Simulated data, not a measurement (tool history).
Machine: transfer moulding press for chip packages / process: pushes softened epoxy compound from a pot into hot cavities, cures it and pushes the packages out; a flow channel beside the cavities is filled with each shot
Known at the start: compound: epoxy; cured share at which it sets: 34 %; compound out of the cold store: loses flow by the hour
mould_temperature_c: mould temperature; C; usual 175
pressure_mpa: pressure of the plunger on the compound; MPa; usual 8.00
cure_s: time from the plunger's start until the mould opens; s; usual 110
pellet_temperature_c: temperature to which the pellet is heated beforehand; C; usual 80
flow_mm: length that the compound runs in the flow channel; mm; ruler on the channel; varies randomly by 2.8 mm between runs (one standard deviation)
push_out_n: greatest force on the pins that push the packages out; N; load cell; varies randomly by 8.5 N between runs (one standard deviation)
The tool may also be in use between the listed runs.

run    hour  mould_temperature_c  pressure_mpa  cure_s  pellet_temperature_c  incoming compound's hours out of the cold store  flow_mm  push_out_n
  1     0.0                  175          8.00     110                    80                                             37.2      478         370
  2    43.1                  175          8.00     110                    80                                             38.3      476         402
       79.5  -- cavities cleaned with cleaning compound and waxed
  3    93.5                  175          8.00     110                    80                                             12.7      532         395
      116.1  -- plunger's sealing rings changed
  4   129.1                  175          8.00     110                    80                                             42.9      468         382
  5   154.1                  175          8.00     110                    70                                             25.5      500         411
      205.9  -- cavities cleaned with cleaning compound and waxed
  6   213.2                  175          8.00     110                    70                                             41.6      465         378
  7   258.6                  175          8.00     110                    86                                             25.4      507         389
  8   310.9                  175          8.00      93                    86                                              8.4      539         556
      333.8  -- cavities cleaned with cleaning compound and waxed
  9   342.3                  175          8.00     125                    86                                             30.8      489         335
 10   387.8                  175          8.00     125                    86                                             41.1      463         307
 11   421.6                  175          8.00     125                    86                                             18.1      518         329
      457.6  -- cavities cleaned with cleaning compound and waxed
 12   461.3                  175          8.00     110                    80                                             13.3      529         396
 13   492.2                  175          8.00     110                    80                                             33.6      484         371
      526.9  -- mould's thermocouples calibrated
 14   540.5                  175          8.00     137                    80                                             21.4      509         318
 15   574.2                  175          8.00     137                    80                                             10.5      536         322
      583.4  -- cavities cleaned with cleaning compound and waxed
 16   603.2                  182          8.00     110                    72                                             12.9      516         318
      651.9  -- plunger's sealing rings changed
 17   663.0                  175          8.00     110                    83                                             33.6      483         393
      711.2  -- cavities cleaned with cleaning compound and waxed
 18   716.8                  168          8.00     110                    77                                             17.7      529         609
 19   764.1                  168          7.56      92                    72                                             19.4      516         895
 20   804.6                  168          7.56      92                    72                                             31.6      488         912
      837.1  -- cavities cleaned with cleaning compound and waxed
 21   840.0                  176          7.20     136                    73                                              9.7      510         310
 22   865.2                  176          7.20     136                    73                                             41.4      446         322
 23   906.5                  175          9.97     119                    73                                             24.1      564         343
 24   940.3                  174          8.00     141                    80                                             18.5      517         325
      961.9  -- cavities cleaned with cleaning compound and waxed
 25   972.8                  171          8.95     110                    85                                             22.0      551         481
 26  1013.2                  180          8.00     142                    80                                             17.4      507         298
 27  1049.3                  174          8.00     128                    78                                             21.2      508         350

Below are 3 alternative next runs, each starting from the tool's condition after run 27. Predict each:
     1085.6  -- cavities cleaned with cleaning compound and waxed
  A  1098.8                  172          8.00     140                    78                                             16.9        ?           ?
     1085.6  -- cavities cleaned with cleaning compound and waxed
  B  1098.8                  178          9.72     128                    75                                             35.6        ?           ?
     1085.6  -- cavities cleaned with cleaning compound and waxed
  C  1098.8                  174          8.00     128                    78                                             30.5        ?           ?

run  flow_mm  push_out_n
  A      530         330
  B      523         326
  C      488         326
Stripped of hidden state, with their random variation kept, the same runs would have yielded:
run  flow_mm  push_out_n
  A      531         329
  B      524         325
  C      489         325
